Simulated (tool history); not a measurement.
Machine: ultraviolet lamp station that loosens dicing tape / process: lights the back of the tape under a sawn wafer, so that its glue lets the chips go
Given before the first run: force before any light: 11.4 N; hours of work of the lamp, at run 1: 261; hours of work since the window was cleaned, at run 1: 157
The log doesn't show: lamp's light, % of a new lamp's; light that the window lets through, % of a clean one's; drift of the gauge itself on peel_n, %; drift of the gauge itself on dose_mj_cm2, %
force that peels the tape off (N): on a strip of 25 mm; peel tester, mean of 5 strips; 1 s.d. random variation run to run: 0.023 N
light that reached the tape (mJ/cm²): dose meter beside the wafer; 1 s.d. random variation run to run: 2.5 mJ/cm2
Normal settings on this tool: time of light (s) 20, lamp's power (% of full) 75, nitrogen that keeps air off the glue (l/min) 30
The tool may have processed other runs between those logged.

run,hour,time of light (s),lamp's power (% of full),nitrogen that keeps air off the glue (l/min),hours of work of the lamp,hours of work since the window was cleaned,force that peels the tape off (N),light that reached the tape (mJ/cm²)
1,0,20,75,30,261,157,1.415,247
2,13.5,20,75,30,267,163,1.444,248
3,23.2,20,75,30,272,167,1.397,250
4,33.3,20,75,30,276,172,1.485,249
5,47.4,20,75,30,282,178,1.462,247
6,55.7,17,75,30,286,182,1.966,214
7,70.4,17,75,30,293,188,2.075,210
8,80.6,20,75,30,297,193,1.528,246
9,95.5,20,90,30,304,199,1.036,295
10,105.9,20,75,30,308,204,1.528,240
11,114.5,20,75,26,312,208,1.698,240
12,126.1,20,83,30,317,213,1.227,270
13,133.7,20,83,30,321,216,1.292,270
14,147,37,83,30,326,222,0.235,495
15,159.5,20,75,30,332,228,1.544,243
16,168.9,17,75,30,336,232,2.092,202
17,177.6,17,75,30,340,236,2.107,204
18,186.6,17,75,30,344,240,2.127,205
19,196.7,11,75,30,348,244,3.864,132
20,206.9,21,78,30,353,249,1.398,263
21,221.1,22,97,30,359,255,0.751,338
22,229.5,11,62,35,363,259,4.37,109
23,237.7,15,89,11,367,262,3.436,212
24,252.3,15,84,11,373,269,3.695,196
25,260.9,20,75,26,377,272,1.757,234
26,270.7,14,75,30,381,277,2.73,163
27,285.3,25,61,30,388,283,1.601,238
28,298.4,15,70,15,393,289,3.828,161
29,313.6,20,91,12,400,296,2.084,282
30,327.4,20,91,12,406,302,2.081,285
31,340.2,20,91,12,412,307,2.169,283
32,355.3,29,89,17,419,314,0.802,394
33,363.2,29,89,17,422,318,0.839,397
34,377.1,20,91,14,428,324,2.039,280
35,386.3,20,84,14,432,328,2.354,261
36,401,24,85,14,439,334,1.629,314
37,409.6,24,75,30,443,338,1.239,276

Subtracting, for every run, the result it would have given without the tool's unlogged condition from the measured result gives the following. The same run-to-run variation enters both numbers; the gauge's scatter may not:
run,force that peels the tape off (N),light that reached the tape (mJ/cm²)
1,+0.339,-34
2,+0.356,-35
3,+0.348,-36
4,+0.371,-37
5,+0.374,-37
6,+0.447,-32
7,+0.483,-32
8,+0.409,-39
9,+0.318,-47
10,+0.423,-40
11,+0.453,-40
12,+0.374,-46
13,+0.397,-46
14,+0.091,-87
15,+0.452,-43
16,+0.547,-37
17,+0.555,-37
18,+0.565,-38
19,+0.717,-25
20,+0.455,-50
21,+0.297,-67
22,+0.743,-22
23,+0.734,-42
24,+0.764,-41
25,+0.551,-49
26,+0.676,-35
27,+0.538,-52
28,+0.784,-36
29,+0.636,-63
30,+0.644,-65
31,+0.677,-65
32,+0.352,-93
33,+0.37,-95
34,+0.682,-68
35,+0.75,-63
36,+0.604,-77
37,+0.512,-69
